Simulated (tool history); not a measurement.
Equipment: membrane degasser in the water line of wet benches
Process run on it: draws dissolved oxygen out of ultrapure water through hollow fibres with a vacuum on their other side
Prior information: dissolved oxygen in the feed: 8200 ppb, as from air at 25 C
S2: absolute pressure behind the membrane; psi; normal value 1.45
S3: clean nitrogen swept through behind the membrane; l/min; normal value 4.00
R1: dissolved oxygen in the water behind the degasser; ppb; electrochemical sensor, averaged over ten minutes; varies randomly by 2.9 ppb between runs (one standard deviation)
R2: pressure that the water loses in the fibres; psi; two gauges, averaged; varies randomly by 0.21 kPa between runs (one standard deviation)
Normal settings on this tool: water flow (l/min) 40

Run 1, day 0.000: usual settings. Result: R1 286.8 ppb, R2 6.963 psi.
Run 2, day 6.608: usual settings. Result: R1 290.4 ppb, R2 7.007 psi.
Run 3, day 11.067: usual settings but S2 1.54 psi. Result: R1 298.5 ppb, R2 6.995 psi.
Run 4, day 17.375: usual settings. Result: R1 287.4 ppb, R2 7.015 psi.
Run 5, day 22.404: usual settings. Result: R1 287.8 ppb, R2 7.023 psi.
Run 6, day 30.354: usual settings. Result: R1 283.4 ppb, R2 7.092 psi.
Run 7, day 35.871: usual settings. Result: R1 285.3 ppb, R2 7.000 psi.
At day 44.329: vacuum gauge calibrated.
Run 8, day 44.392: usual settings. Result: R1 285.5 ppb, R2 7.040 psi.
Run 9, day 49.762: usual settings. Result: R1 283.2 ppb, R2 7.008 psi.
Run 10, day 58.029: usual settings. Result: R1 292.7 ppb, R2 7.071 psi.
Run 11, day 63.608: usual settings. Result: R1 287.7 ppb, R2 7.136 psi.
Run 12, day 67.267: usual settings but S3 2.19 l/min. Result: R1 389.9 ppb, R2 7.088 psi.
Run 13, day 74.175: usual settings but S3 2.19 l/min. Result: R1 407.1 ppb, R2 7.088 psi.
Run 14, day 79.467: usual settings but water flow (l/min) 51, S2 1.55 psi, S3 2.19 l/min. Result: R1 567.8 ppb, R2 9.081 psi.
Run 15, day 86.050: usual settings but S3 5.88 l/min. Result: R1 239.3 ppb, R2 7.207 psi.
Run 16, day 90.221: usual settings but water flow (l/min) 47, S2 3.29 psi, S3 4.09 l/min. Result: R1 658.4 ppb, R2 8.351 psi.
Run 17, day 97.683: usual settings but water flow (l/min) 47, S2 3.29 psi, S3 4.09 l/min. Result: R1 653.0 ppb, R2 8.428 psi.

What does the tool deliver on the next run?
Run 18, day 104.050: usual settings but water flow (l/min) 47, S2 3.29 psi, S3 4.09 l/min. Result: R1 ?, R2 ?.

{"run 18": {"R1": 656.0, "R2": 8.382}}
Minus the tool's unlogged condition, the same run would have read R1 655.8 ppb, R2 8.158 psi.
